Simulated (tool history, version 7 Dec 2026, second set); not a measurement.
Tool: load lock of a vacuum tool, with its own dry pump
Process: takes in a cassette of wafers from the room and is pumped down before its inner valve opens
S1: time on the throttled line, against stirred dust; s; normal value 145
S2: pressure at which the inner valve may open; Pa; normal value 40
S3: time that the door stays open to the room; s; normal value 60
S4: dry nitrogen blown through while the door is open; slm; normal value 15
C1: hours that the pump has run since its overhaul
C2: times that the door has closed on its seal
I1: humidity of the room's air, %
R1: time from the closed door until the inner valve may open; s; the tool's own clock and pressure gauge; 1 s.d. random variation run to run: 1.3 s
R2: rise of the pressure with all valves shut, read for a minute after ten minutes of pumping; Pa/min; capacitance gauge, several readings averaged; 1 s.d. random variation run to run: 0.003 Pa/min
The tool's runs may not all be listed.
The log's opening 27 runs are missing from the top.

run 28 hour=2309.3 | S1=211 S2=80 S3=218 S4=7 | C1=11272 C2=9148 | I1=47.9 | R1=266.3 R2=0.112
run 29 hour=2364.3 | S1=153 S2=75 S3=63 S4=6 | C1=11327 C2=9274 | I1=43.9 | R1=216 R2=0.056
run 30 hour=2439.1 | S1=145 S2=40 S3=131 S4=15 | C1=11402 C2=9447 | I1=46.6 | R1=215.4 R2=0.07
run 31 hour=2557.7 | S1=119 S2=40 S3=131 S4=15 | C1=11520 C2=9721 | I1=42.7 | R1=195.5 R2=0.067
run 32 hour=2678.1 | S1=119 S2=40 S3=131 S4=15 | C1=11641 C2=9998 | I1=47.2 | R1=195 R2=0.072
run 33 hour=2764.7 | S1=119 S2=40 S3=131 S4=15 | C1=11727 C2=10198 | I1=42.5 | R1=195.4 R2=0.07
run 34 hour=2883.6 | S1=202 S2=40 S3=131 S4=15 | C1=11846 C2=10472 | I1=46.1 | R1=268 R2=0.074
run 35 hour=2971.3 | S1=202 S2=40 S3=131 S4=15 | C1=11934 C2=10674 | I1=44 | R1=268.2 R2=0.069
run 36 hour=3072.6 | S1=93 S2=68 S3=50 S4=15 | C1=12035 C2=10908 | I1=44.7 | R1=165.8 R2=0.051
run 37 hour=3189.7 | S1=252 S2=68 S3=50 S4=15 | C1=12152 C2=11178 | I1=43.5 | R1=303.9 R2=0.052

Consider 3 possible next runs. They are alternatives, not a sequence: every one starts from the tool as it was left by run 37. What does each give?
run A hour=3311 | S1=98 S2=32 S3=50 S4=15 | C1=12274 C2=11458 | I1=42 | R1=? R2=?
run B hour=3311 | S1=252 S2=68 S3=60 S4=15 | C1=12274 C2=11458 | I1=47.1 | R1=? R2=?
run C hour=3311 | S1=265 S2=40 S3=60 S4=15 | C1=12274 C2=11458 | I1=45 | R1=? R2=?

run=A R1=181.1 R2=0.049
run=B R1=304.4 R2=0.051
run=C R1=321.1 R2=0.054
Stripped of hidden state, with their random variation kept, the same runs would have yielded:
run=A R1=170.8 R2=0.026
run=B R1=298.1 R2=0.028
run=C R1=314.2 R2=0.032
